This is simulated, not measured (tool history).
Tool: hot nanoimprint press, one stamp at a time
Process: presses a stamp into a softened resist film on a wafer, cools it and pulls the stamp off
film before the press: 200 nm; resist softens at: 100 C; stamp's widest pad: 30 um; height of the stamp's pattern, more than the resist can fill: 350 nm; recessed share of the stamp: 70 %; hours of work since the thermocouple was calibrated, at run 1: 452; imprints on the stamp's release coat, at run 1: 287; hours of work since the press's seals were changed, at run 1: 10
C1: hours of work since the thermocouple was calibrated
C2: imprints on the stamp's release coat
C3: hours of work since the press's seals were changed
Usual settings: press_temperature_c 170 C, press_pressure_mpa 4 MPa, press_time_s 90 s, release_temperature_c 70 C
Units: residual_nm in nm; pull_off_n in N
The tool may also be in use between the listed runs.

Run 1, hour 0: usual settings; C1 452; C2 287; C3 10. Result: residual_nm 93.4 nm, pull_off_n 159 N.
Run 2, hour 6.8: usual settings; C1 456; C2 307; C3 13. Result: residual_nm 92.8 nm, pull_off_n 160 N.
Run 3, hour 12.1: usual settings; C1 458; C2 322; C3 16. Result: residual_nm 95.1 nm, pull_off_n 164 N.
Run 4, hour 20.8: usual settings but press_time_s 59 s; C1 462; C2 348; C3 20. Result: residual_nm 108.1 nm, pull_off_n 159 N.
Run 5, hour 29.3: usual settings; C1 467; C2 373; C3 24. Result: residual_nm 93.6 nm, pull_off_n 158 N.
Run 6, hour 36.3: usual settings; C1 470; C2 393; C3 28. Result: residual_nm 93.2 nm, pull_off_n 158 N.
Run 7, hour 43: usual settings; C1 473; C2 413; C3 31. Result: residual_nm 91.7 nm, pull_off_n 163 N.
Run 8, hour 49.6: usual settings; C1 477; C2 432; C3 34. Result: residual_nm 93.3 nm, pull_off_n 162 N.
Run 9, hour 57: usual settings; C1 480; C2 454; C3 38. Result: residual_nm 94.9 nm, pull_off_n 161 N.
Run 10, hour 64.1: usual settings; C1 484; C2 475; C3 41. Result: residual_nm 93.5 nm, pull_off_n 162 N.
Run 11, hour 68.8: usual settings but press_temperature_c 169 C; C1 486; C2 488; C3 44. Result: residual_nm 98 nm, pull_off_n 160 N.
Run 12, hour 72.8: usual settings but press_temperature_c 169 C; C1 488; C2 500; C3 46. Result: residual_nm 99.3 nm, pull_off_n 161 N.
Run 13, hour 77: usual settings but press_temperature_c 169 C; C1 490; C2 513; C3 48. Result: residual_nm 97.8 nm, pull_off_n 161 N.
Run 14, hour 81.8: usual settings but press_temperature_c 169 C; C1 493; C2 527; C3 50. Result: residual_nm 98.1 nm, pull_off_n 161 N.
Run 15, hour 89.3: usual settings but release_temperature_c 77 C; C1 497; C2 549; C3 54. Result: residual_nm 94.8 nm, pull_off_n 141 N.
Run 16, hour 96.8: usual settings but press_temperature_c 164 C, release_temperature_c 77 C; C1 500; C2 571; C3 58. Result: residual_nm 118.5 nm, pull_off_n 139 N.
Run 17, hour 100.9: usual settings but press_temperature_c 166 C, release_temperature_c 62 C; C1 502; C2 582; C3 60. Result: residual_nm 110.8 nm, pull_off_n 186 N.
Run 18, hour 109.7: usual settings but press_temperature_c 164 C, release_temperature_c 69 C; C1 507; C2 608; C3 64. Result: residual_nm 119.1 nm, pull_off_n 167 N.
At hour 116.2: plate thermocouple calibrated.
Run 19, hour 116.5: usual settings but press_temperature_c 176 C, press_pressure_mpa 4.13 MPa, release_temperature_c 74 C; C1 0; C2 619; C3 66. Result: residual_nm 68.6 nm, pull_off_n 148 N.
Run 20, hour 122.3: usual settings but press_temperature_c 176 C, press_pressure_mpa 4.13 MPa, release_temperature_c 74 C; C1 3; C2 636; C3 69. Result: residual_nm 66.3 nm, pull_off_n 144 N.
Run 21, hour 126.7: usual settings but press_temperature_c 176 C, press_pressure_mpa 4.13 MPa, release_temperature_c 74 C; C1 5; C2 649; C3 71. Result: residual_nm 68.1 nm, pull_off_n 144 N.
Run 22, hour 133.3: usual settings but press_temperature_c 176 C, press_pressure_mpa 4.13 MPa, release_temperature_c 74 C; C1 8; C2 669; C3 74. Result: residual_nm 67.9 nm, pull_off_n 145 N.
Run 23, hour 142.4: usual settings but press_pressure_mpa 6.28 MPa, press_time_s 99 s, release_temperature_c 56 C; C1 13; C2 695; C3 79. Result: residual_nm 67 nm, pull_off_n 203 N.
Run 24, hour 147.1: usual settings but press_temperature_c 178 C, press_pressure_mpa 4.08 MPa; C1 15; C2 709; C3 81. Result: residual_nm 61.4 nm, pull_off_n 159 N.
Run 25, hour 151: usual settings but press_pressure_mpa 5.26 MPa; C1 17; C2 720; C3 83. Result: residual_nm 75.6 nm, pull_off_n 157 N.
Run 26, hour 158.3: usual settings but press_temperature_c 180 C, press_pressure_mpa 5.1 MPa, press_time_s 149 s, release_temperature_c 58 C; C1 21; C2 742; C3 87. Result: residual_nm 41.6 nm, pull_off_n 198 N.
At hour 167.3: stamp cleaned and given a new release coat.
Run 27, hour 170.8: usual settings but press_temperature_c 180 C, press_pressure_mpa 5.1 MPa, press_time_s 49 s, release_temperature_c 58 C; C1 24; C2 10; C3 90. Result: residual_nm 66.7 nm, pull_off_n 191 N.
Run 28, hour 177.3: usual settings but press_temperature_c 180 C, press_pressure_mpa 5.1 MPa, press_time_s 49 s, release_temperature_c 58 C; C1 27; C2 29; C3 93. Result: residual_nm 66.1 nm, pull_off_n 189 N.
Run 29, hour 185.3: usual settings but press_temperature_c 180 C, press_pressure_mpa 5.1 MPa, press_time_s 49 s, release_temperature_c 58 C; C1 31; C2 53; C3 97. Result: residual_nm 66 nm, pull_off_n 192 N.
Run 30, hour 192.9: usual settings but press_temperature_c 178 C, press_pressure_mpa 5.19 MPa, press_time_s 123 s, release_temperature_c 55 C; C1 35; C2 75; C3 101. Result: residual_nm 49.2 nm, pull_off_n 199 N.

Some steps in residual_nm between neighbouring runs. How much of each would the tool show without its hidden state too (settings, what came in, random variation), and how much is left for the hidden state, with any gauge scatter that isn't in both results?
The hidden state here: true temperature over the reading, C; pressure that arrives at the usual setting, %; grip of the stamp's worn release coat, % over a new coat's; drift of the gauge itself on residual_nm, %; drift of the gauge itself on pull_off_n, %.
Run 3 -> 4: press_time_s 90 -> 59. residual_nm +13 nm: hidden state +0.4, all else +12.6.
Run 15 -> 16: press_temperature_c 170 -> 164. residual_nm +23.7 nm: hidden state +1.1, all else +22.6.
Run 18 -> 19: press_temperature_c 164 -> 176, press_pressure_mpa 4 -> 4.13, release_temperature_c 69 -> 74, plate thermocouple calibrated. residual_nm -50.5 nm: hidden state -7.9, all else -42.6.
Run 25 -> 26: press_temperature_c 170 -> 180, press_pressure_mpa 5.26 -> 5.1, press_time_s 90 -> 149, release_temperature_c 70 -> 58. residual_nm -34 nm: hidden state +0.1, all else -34.1.
Run 26 -> 27: press_time_s 149 -> 49, stamp cleaned and given a new release coat. residual_nm +25.1 nm: hidden state +0, all else +25.1.
